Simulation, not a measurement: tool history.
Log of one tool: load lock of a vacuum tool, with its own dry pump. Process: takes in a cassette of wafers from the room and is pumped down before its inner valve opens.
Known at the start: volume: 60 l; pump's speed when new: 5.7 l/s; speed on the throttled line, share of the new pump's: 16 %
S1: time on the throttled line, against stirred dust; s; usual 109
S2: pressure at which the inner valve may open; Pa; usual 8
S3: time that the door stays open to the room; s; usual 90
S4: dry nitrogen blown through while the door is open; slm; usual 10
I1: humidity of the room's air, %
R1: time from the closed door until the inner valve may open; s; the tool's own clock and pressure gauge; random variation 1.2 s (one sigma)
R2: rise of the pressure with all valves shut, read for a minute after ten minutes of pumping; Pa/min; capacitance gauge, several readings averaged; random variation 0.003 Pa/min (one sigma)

run 1 day=0 | S1=109 S2=8 S3=90 S4=10 | I1=44.7 | R1=200.5 R2=0.169
run 2 day=12.954 | S1=109 S2=8 S3=90 S4=10 | I1=44.1 | R1=200 R2=0.184
run 3 day=22.917 | S1=109 S2=8 S3=90 S4=10 | I1=46.9 | R1=201.2 R2=0.204
run 4 day=33.688 | S1=109 S2=8 S3=90 S4=10 | I1=42.9 | R1=201 R2=0.214
run 5 day=44.033 | S1=109 S2=8 S3=90 S4=10 | I1=44.7 | R1=200.6 R2=0.241
run 6 day=55.812 | S1=109 S2=12 S3=90 S4=10 | I1=44.8 | R1=195.1 R2=0.257
run 7 day=69.192 | S1=116 S2=8 S3=90 S4=10 | I1=47.4 | R1=208.9 R2=0.287
run 8 day=79.879 | S1=116 S2=8 S3=90 S4=10 | I1=46 | R1=207.4 R2=0.315
run 9 day=90.271 | S1=116 S2=8 S3=90 S4=10 | I1=46.7 | R1=207.8 R2=0.326
run 10 day=104.325 | S1=109 S2=8 S3=70 S4=10 | I1=44.8 | R1=200.8 R2=0.35
run 11 day=115.9 | S1=109 S2=8 S3=50 S4=10 | I1=44 | R1=204.3 R2=0.369
run 12 day=126.717 | S1=109 S2=8 S3=50 S4=10 | I1=42.4 | R1=201.6 R2=0.396
run 13 day=140.121 | S1=109 S2=8 S3=50 S4=10 | I1=43.9 | R1=204.6 R2=0.439
run 14 day=152.338 | S1=109 S2=8 S3=50 S4=7 | I1=45.9 | R1=203.1 R2=0.476
run 15 day=160.6 | S1=109 S2=8 S3=50 S4=7 | I1=41.9 | R1=204.8 R2=0.498
run 16 day=171.304 | S1=109 S2=8 S3=90 S4=10 | I1=47.3 | R1=202.7 R2=0.532
run 17 day=180.65 | S1=109 S2=8 S3=90 S4=10 | I1=43.3 | R1=202.3 R2=0.556
run 18 day=194.717 | S1=109 S2=8 S3=90 S4=10 | I1=46.8 | R1=206.6 R2=0.6
run 19 day=205.546 | S1=109 S2=8 S3=90 S4=7 | I1=43.9 | R1=206.6 R2=0.647
run 20 day=217.233 | S1=109 S2=8 S3=90 S4=7 | I1=45.5 | R1=205.7 R2=0.055
run 21 day=223.354 | S1=109 S2=8 S3=151 S4=24 | I1=45.6 | R1=206 R2=0.058
run 22 day=233.992 | S1=109 S2=8 S3=151 S4=24 | I1=49 | R1=205.6 R2=0.065
run 23 day=244.608 | S1=109 S2=8 S3=151 S4=24 | I1=44.8 | R1=206.1 R2=0.067
run 24 day=251.988 | S1=109 S2=7 S3=46 S4=24 | I1=42.3 | R1=208.6 R2=0.048
run 25 day=260.9 | S1=55 S2=7 S3=118 S4=24 | I1=47.6 | R1=163.6 R2=0.083
run 26 day=270.617 | S1=55 S2=7 S3=118 S4=24 | I1=48.1 | R1=163.7 R2=0.097
run 27 day=282.9 | S1=55 S2=7 S3=118 S4=24 | I1=46.4 | R1=149.5 R2=0.099
run 28 day=289.012 | S1=55 S2=7 S3=118 S4=24 | I1=44.4 | R1=151.2 R2=0.109
run 29 day=298.004 | S1=55 S2=7 S3=118 S4=24 | I1=42.7 | R1=150.1 R2=0.12
run 30 day=307.583 | S1=55 S2=7 S3=83 S4=5 | I1=44.8 | R1=151.5 R2=0.142
run 31 day=314.504 | S1=151 S2=7 S3=130 S4=5 | I1=44.2 | R1=233.4 R2=0.172
run 32 day=324.583 | S1=151 S2=9 S3=168 S4=5 | I1=45.5 | R1=227.2 R2=0.2
run 33 day=330.696 | S1=109 S2=8 S3=35 S4=38 | I1=45.8 | R1=195.2 R2=0.13

Taken out of this log: 2 entries between the listed runs. Where each belongs, and how the hidden state differs across it:
Between runs 19 and 20: door's seal changed, seat wiped (day 215.338)
  pump's speed, % of a new pump's: 87.3 -> 87; leak at the door's seal, Pa l/s: 0.5916 -> 0.0026
  measured less the result without the state, R1: +12.7 -> +12.8 s; R2: +0.599 -> +0.001 Pa/min
Between runs 26 and 27: dry pump taken out, an overhauled one fitted (day 274.567)
  pump's speed, % of a new pump's: 85.5 -> 98.8; leak at the door's seal, Pa l/s: 0.0483 -> 0.062
  measured less the result without the state, R1: +16.1 -> +1.1 s; R2: +0.046 -> +0.059 Pa/min
